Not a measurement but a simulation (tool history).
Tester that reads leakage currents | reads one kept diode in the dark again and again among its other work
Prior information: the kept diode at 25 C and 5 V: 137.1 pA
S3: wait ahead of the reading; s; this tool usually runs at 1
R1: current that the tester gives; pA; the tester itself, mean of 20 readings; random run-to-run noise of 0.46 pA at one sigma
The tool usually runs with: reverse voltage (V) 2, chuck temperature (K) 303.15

{"run": 1, "hour": 0.0, "reverse voltage (V)": 2, "chuck temperature (K)": 303.15, "S3": 1, "R1": 158.73}
{"run": 2, "hour": 41.0, "reverse voltage (V)": 2, "chuck temperature (K)": 303.15, "S3": 1, "R1": 159.77}
{"run": 3, "hour": 76.7, "reverse voltage (V)": 2, "chuck temperature (K)": 303.15, "S3": 1, "R1": 160.91}
{"run": 4, "hour": 115.4, "reverse voltage (V)": 2, "chuck temperature (K)": 303.15, "S3": 1, "R1": 161.35}
{"run": 5, "hour": 153.9, "reverse voltage (V)": 2, "chuck temperature (K)": 303.15, "S3": 1, "R1": 162.17}
{"hour": 176.1, "done": "chuck's temperature calibrated"}
{"run": 6, "hour": 185.7, "reverse voltage (V)": 2, "chuck temperature (K)": 303.15, "S3": 1, "R1": 168.19}
{"run": 7, "hour": 216.5, "reverse voltage (V)": 2, "chuck temperature (K)": 307.15, "S3": 1, "R1": 232.75}
{"run": 8, "hour": 243.8, "reverse voltage (V)": 2, "chuck temperature (K)": 303.15, "S3": 0.58, "R1": 168.94}
{"run": 9, "hour": 281.8, "reverse voltage (V)": 2, "chuck temperature (K)": 303.15, "S3": 0.58, "R1": 170.19}
{"run": 10, "hour": 305.0, "reverse voltage (V)": 2, "chuck temperature (K)": 303.15, "S3": 1, "R1": 169.49}
{"run": 11, "hour": 330.2, "reverse voltage (V)": 2, "chuck temperature (K)": 303.15, "S3": 1, "R1": 168.8}
{"run": 12, "hour": 354.7, "reverse voltage (V)": 2, "chuck temperature (K)": 303.15, "S3": 0.47, "R1": 169.69}
{"hour": 376.9, "done": "chuck's temperature calibrated, once more"}
{"run": 13, "hour": 388.5, "reverse voltage (V)": 2, "chuck temperature (K)": 303.15, "S3": 0.47, "R1": 155.93}
{"run": 14, "hour": 416.5, "reverse voltage (V)": 2, "chuck temperature (K)": 303.15, "S3": 1, "R1": 155.5}
{"run": 15, "hour": 457.4, "reverse voltage (V)": 2, "chuck temperature (K)": 303.15, "S3": 1, "R1": 155.93}
{"run": 16, "hour": 483.3, "reverse voltage (V)": 2, "chuck temperature (K)": 303.15, "S3": 1, "R1": 157.38}
{"run": 17, "hour": 514.1, "reverse voltage (V)": 2, "chuck temperature (K)": 303.15, "S3": 1, "R1": 157.35}
{"run": 18, "hour": 530.7, "reverse voltage (V)": 2, "chuck temperature (K)": 303.15, "S3": 1, "R1": 157.12}
{"run": 19, "hour": 561.9, "reverse voltage (V)": 2, "chuck temperature (K)": 303.15, "S3": 1, "R1": 157.23}
{"run": 20, "hour": 587.3, "reverse voltage (V)": 2, "chuck temperature (K)": 303.15, "S3": 1, "R1": 157.93}
{"run": 21, "hour": 606.8, "reverse voltage (V)": 1.99, "chuck temperature (K)": 319.15, "S3": 1, "R1": 566.92}
{"run": 22, "hour": 643.6, "reverse voltage (V)": 1.9, "chuck temperature (K)": 294.15, "S3": 3.53, "R1": 71.45}
{"run": 23, "hour": 679.0, "reverse voltage (V)": 16.07, "chuck temperature (K)": 318.15, "S3": 1.01, "R1": 1103.01}
{"run": 24, "hour": 704.9, "reverse voltage (V)": 1.35, "chuck temperature (K)": 303.15, "S3": 1, "R1": 138.59}
{"run": 25, "hour": 745.7, "reverse voltage (V)": 1.35, "chuck temperature (K)": 303.15, "S3": 1, "R1": 138.9}
{"run": 26, "hour": 765.3, "reverse voltage (V)": 7.04, "chuck temperature (K)": 295.15, "S3": 5.71, "R1": 128.04}
{"run": 27, "hour": 784.5, "reverse voltage (V)": 1.32, "chuck temperature (K)": 332.15, "S3": 5.26, "R1": 1290.27}
{"run": 28, "hour": 823.5, "reverse voltage (V)": 1.42, "chuck temperature (K)": 333.15, "S3": 1, "R1": 1421.29}
{"run": 29, "hour": 843.8, "reverse voltage (V)": 3.27, "chuck temperature (K)": 333.15, "S3": 1.04, "R1": 1899.12}
{"run": 30, "hour": 880.8, "reverse voltage (V)": 10.56, "chuck temperature (K)": 302.15, "S3": 0.47, "R1": 272.97}
{"run": 31, "hour": 915.9, "reverse voltage (V)": 2, "chuck temperature (K)": 303.15, "S3": 1.66, "R1": 162.2}
{"run": 32, "hour": 950.1, "reverse voltage (V)": 1.02, "chuck temperature (K)": 320.15, "S3": 5.17, "R1": 495.67}
{"run": 33, "hour": 982.8, "reverse voltage (V)": 1.02, "chuck temperature (K)": 320.15, "S3": 5.17, "R1": 496.76}
{"run": 34, "hour": 1017.3, "reverse voltage (V)": 11.53, "chuck temperature (K)": 301.15, "S3": 2.09, "R1": 259.97}
{"run": 35, "hour": 1043.2, "reverse voltage (V)": 5.45, "chuck temperature (K)": 329.15, "S3": 1, "R1": 1740.41}
{"run": 36, "hour": 1083.6, "reverse voltage (V)": 2.19, "chuck temperature (K)": 324.15, "S3": 1.8, "R1": 878.77}
{"run": 37, "hour": 1115.8, "reverse voltage (V)": 7.6, "chuck temperature (K)": 317.15, "S3": 1, "R1": 811.92}
{"hour": 1140.2, "done": "chuck's temperature calibrated"}
{"run": 38, "hour": 1150.8, "reverse voltage (V)": 7.6, "chuck temperature (K)": 317.15, "S3": 1, "R1": 766.85}
{"run": 39, "hour": 1178.3, "reverse voltage (V)": 12.75, "chuck temperature (K)": 295.15, "S3": 2.47, "R1": 158.5}

4 ways to go on from here, each from the tool as it stands after run 39. What would each give?
{"run": "A", "hour": 1207.5, "reverse voltage (V)": 1.86, "chuck temperature (K)": 295.15, "S3": 2.47, "R1": "?"}
{"run": "B", "hour": 1207.5, "reverse voltage (V)": 14.91, "chuck temperature (K)": 301.15, "S3": 1.58, "R1": "?"}
{"run": "C", "hour": 1207.5, "reverse voltage (V)": 8.94, "chuck temperature (K)": 307.15, "S3": 6.28, "R1": "?"}
{"run": "D", "hour": 1207.5, "reverse voltage (V)": 1.26, "chuck temperature (K)": 296.15, "S3": 1.97, "R1": "?"}

run=A R1=76.61
run=B R1=276.95
run=C R1=371.66
run=D R1=72.74
Without the tool's hidden state the same runs would have given:
run=A R1=74.49
run=B R1=262.29
run=C R1=361.54
run=D R1=71.16
